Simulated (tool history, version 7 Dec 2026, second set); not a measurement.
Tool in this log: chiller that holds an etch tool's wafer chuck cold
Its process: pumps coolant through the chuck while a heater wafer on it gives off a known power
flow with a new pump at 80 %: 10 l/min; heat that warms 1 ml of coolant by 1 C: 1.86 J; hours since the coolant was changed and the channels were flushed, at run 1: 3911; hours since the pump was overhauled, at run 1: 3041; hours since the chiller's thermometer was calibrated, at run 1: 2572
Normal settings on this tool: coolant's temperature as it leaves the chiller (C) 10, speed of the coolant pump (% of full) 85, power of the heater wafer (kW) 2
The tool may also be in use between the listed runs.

run,hour,coolant's temperature as it leaves the chiller (C),speed of the coolant pump (% of full),power of the heater wafer (kW),hours since the coolant was changed and the channels were flushed,hours since the pump was overhauled,hours since the chiller's thermometer was calibrated,chuck's temperature once it has settled (K),how much warmer the coolant comes back (C)
1,0,10,85,2,3911,3041,2572,296.95,6.5
2,152.1,10,85,2,4063,3193,2724,296.85,6.49
3,223.7,10,85,2,4135,3264,2796,296.95,6.56
4,319.6,10,85,2,4231,3360,2892,296.85,6.53
5,387.1,10,85,2,4298,3428,2959,296.95,6.46
6,547.9,10,85,2,4459,3589,3120,296.95,6.56
7,664.9,10,94,2,4576,3706,3237,295.85,5.97
8,823.5,19,85,2,4735,3864,3396,306.25,6.64
9,973.4,19,85,2,4885,4014,3546,306.25,6.61
10,1049.4,14,85,2,4961,4090,3622,301.15,6.67
11,1115.2,13,90,1.821,5026,4156,3687,298.25,5.74
12,1215.5,7,73,2.367,5127,4256,3788,299.15,9.3
13,1291.5,7,73,2.367,5203,4332,3864,299.25,9.29
14,1409.5,5,81,2,5321,4450,3982,292.85,7.14
15,1544,19,97,2,5455,4585,4116,304.75,5.81
16,1642.2,16,82,1.365,5553,4683,4214,298.85,4.76
17,1766.3,16,82,1.365,5677,4807,4339,299.15,4.77
18,1869.9,9,95,1.461,5781,4911,4442,291.35,4.39
# hour 1958: chiller's thermometer calibrated
19,1974.5,6,85,2,5885,5014,16,293.65,6.78
20,2063.2,18,68,1.48,5973,5103,105,304.35,6.35

Below are 4 alternative next runs, each starting from the tool's condition after run 20. Predict each:
A,2181.8,7,63,2,6092,5222,224,?,?
B,2181.8,10,62,1.92,6092,5222,224,?,?
C,2181.8,12,63,1.497,6092,5222,224,?,?
D,2181.8,18,98,1.496,6092,5222,224,?,?

run,chuck's temperature once it has settled (K),how much warmer the coolant comes back (C)
A,299.15,9.32
B,301.65,9.14
C,299.55,6.98
D,300.95,4.38
Stripped of hidden state, with their random variation kept, the same runs would have yielded:
run,chuck's temperature once it has settled (K),how much warmer the coolant comes back (C)
A,296.55,8.28
B,299.15,8.13
C,297.55,6.21
D,299.55,3.89
